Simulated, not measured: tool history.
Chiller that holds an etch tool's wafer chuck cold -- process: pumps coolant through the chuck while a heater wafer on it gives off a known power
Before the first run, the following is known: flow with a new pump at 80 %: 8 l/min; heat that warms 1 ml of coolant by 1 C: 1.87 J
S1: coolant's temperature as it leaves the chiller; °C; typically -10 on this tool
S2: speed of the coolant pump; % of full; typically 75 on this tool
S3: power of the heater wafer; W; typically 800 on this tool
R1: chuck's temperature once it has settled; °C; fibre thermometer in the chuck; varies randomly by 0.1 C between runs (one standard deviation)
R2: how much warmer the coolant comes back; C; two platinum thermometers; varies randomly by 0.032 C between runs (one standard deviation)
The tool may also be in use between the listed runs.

run    hour   S1  S2    S3     R1    R2
  1     0.0  -10  75   800   -0.1  3.38
  2   115.9  -10  77   800   -0.1  3.33
  3   176.6  -10  77   800   -0.2  3.31
  4   231.4  -10  77   800   -0.3  3.33
  5   292.1  -10  77   694   -1.5  2.89
  6   403.0  -10  75   993    2.3  4.25
  7   504.3  -10  75   993    2.1  4.28
  8   601.1  -10  75   993    2.2  4.29
  9   681.0  -10  75   993    2.2  4.20
 10   729.5  -10  75   993    2.5  4.26
 11   826.5  -10  75   993    2.3  4.24
 12   928.0  -10  75   993    2.3  4.26
 13  1032.0  -10  75   993    2.3  4.24
 14  1145.2  -10  75   800   -0.1  3.45
 15  1227.7  -10  98   800   -1.4  2.67
 16  1286.1  -10  72   800    0.0  3.53
 17  1385.0   -3  76   800    6.9  3.33
 18  1495.3  -10  75   666   -1.9  2.85
 19  1546.4  -10  69   666   -1.4  3.08
 20  1650.3  -10  81   716   -1.3  2.79
 21  1721.4   -2  84   402    2.6  1.54
 22  1816.2   -2  84   402    2.7  1.57
 23  1923.5  -10  62  1127    5.3  5.76
 24  2033.3  -15  62   508   -7.9  2.59
 25  2081.6  -12  61   532   -4.6  2.75
 26  2143.7   -1  79   732    7.9  2.98
 27  2198.8   -1  79   732    7.8  3.01
 28  2313.0  -20  82   665  -12.2  2.64
 29  2412.6  -20  82   665  -12.3  2.63
 30  2526.8  -14  69  1047   -0.5  4.84
 31  2606.5  -12  75   679   -3.6  2.85

Missing from the log above: 1 entry noted between runs. For each, name the pair of listed runs it sits between and say how the tool's hidden condition differs from the listed run just before to the listed run just after:
From run 1 to run 2: chiller's thermometer calibrated (hour 96.1)
  both runs share identical hidden conditions
